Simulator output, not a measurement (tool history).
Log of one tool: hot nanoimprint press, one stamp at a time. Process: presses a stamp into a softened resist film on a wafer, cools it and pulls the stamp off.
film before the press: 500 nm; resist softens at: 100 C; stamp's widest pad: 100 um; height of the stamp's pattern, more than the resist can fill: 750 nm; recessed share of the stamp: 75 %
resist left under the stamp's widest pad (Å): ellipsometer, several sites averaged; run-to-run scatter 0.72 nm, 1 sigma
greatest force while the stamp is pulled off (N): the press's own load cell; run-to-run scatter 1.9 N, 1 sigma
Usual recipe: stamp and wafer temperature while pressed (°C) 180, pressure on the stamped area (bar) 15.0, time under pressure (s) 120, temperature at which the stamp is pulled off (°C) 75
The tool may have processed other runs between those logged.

run	day	stamp and wafer temperature while pressed (°C)	pressure on the stamped area (bar)	time under pressure (s)	temperature at which the stamp is pulled off (°C)	resist left under the stamp's widest pad (Å)	greatest force while the stamp is pulled off (N)
1	0.000	180	15.0	120	75	2296	143
2	0.600	180	15.0	120	75	2300	143
3	1.096	180	15.0	120	75	2293	147
4	1.717	177	15.0	120	75	2544	152
5	2.196	177	15.0	120	75	2524	150
6	2.667	180	15.0	157	75	2087	150
7	3.271	180	15.0	157	75	2085	155
8	3.821	180	15.0	157	75	2089	154
9	4.271	180	15.0	157	75	2088	157
10	4.671	180	15.0	157	75	2085	155
11	5.146	180	15.0	157	65	2102	190
12	5.433	191	15.0	120	75	1611	156
13	5.708	180	20.0	125	81	1982	135
14	6.042	180	20.0	169	80	1762	137
# day 6.196: plate thermocouple calibrated
15	6.517	180	20.0	178	80	1740	143
# day 7.017: stamp cleaned and given a new release coat
16	7.325	187	20.0	178	78	1361	120
17	7.838	189	20.0	178	65	1269	153
# day 8.142: plate thermocouple calibrated, once more
18	8.338	189	20.0	178	65	1230	155
19	8.875	189	12.9	138	64	1724	164
20	9.271	189	12.9	138	64	1715	159
21	9.567	189	12.9	138	64	1723	164
22	9.912	174	15.0	120	80	2720	114

Predict each of these 5 candidate next runs independently; none follows another, all start after run 22:
A	10.192	179	15.0	68	72	?	?
B	10.192	190	22.3	120	74	?	?
C	10.192	185	15.0	122	63	?	?
D	10.192	174	21.0	120	81	?	?
E	10.192	186	15.0	120	80	?	?

run	resist left under the stamp's widest pad (Å)	greatest force while the stamp is pulled off (N)
A	2831	139
B	1342	135
C	1900	167
D	2354	112
E	1855	115
With no hidden state in the tool, these same runs would have given:
run	resist left under the stamp's widest pad (Å)	greatest force while the stamp is pulled off (N)
A	2795	133
B	1315	130
C	1872	161
D	2312	108
E	1828	110

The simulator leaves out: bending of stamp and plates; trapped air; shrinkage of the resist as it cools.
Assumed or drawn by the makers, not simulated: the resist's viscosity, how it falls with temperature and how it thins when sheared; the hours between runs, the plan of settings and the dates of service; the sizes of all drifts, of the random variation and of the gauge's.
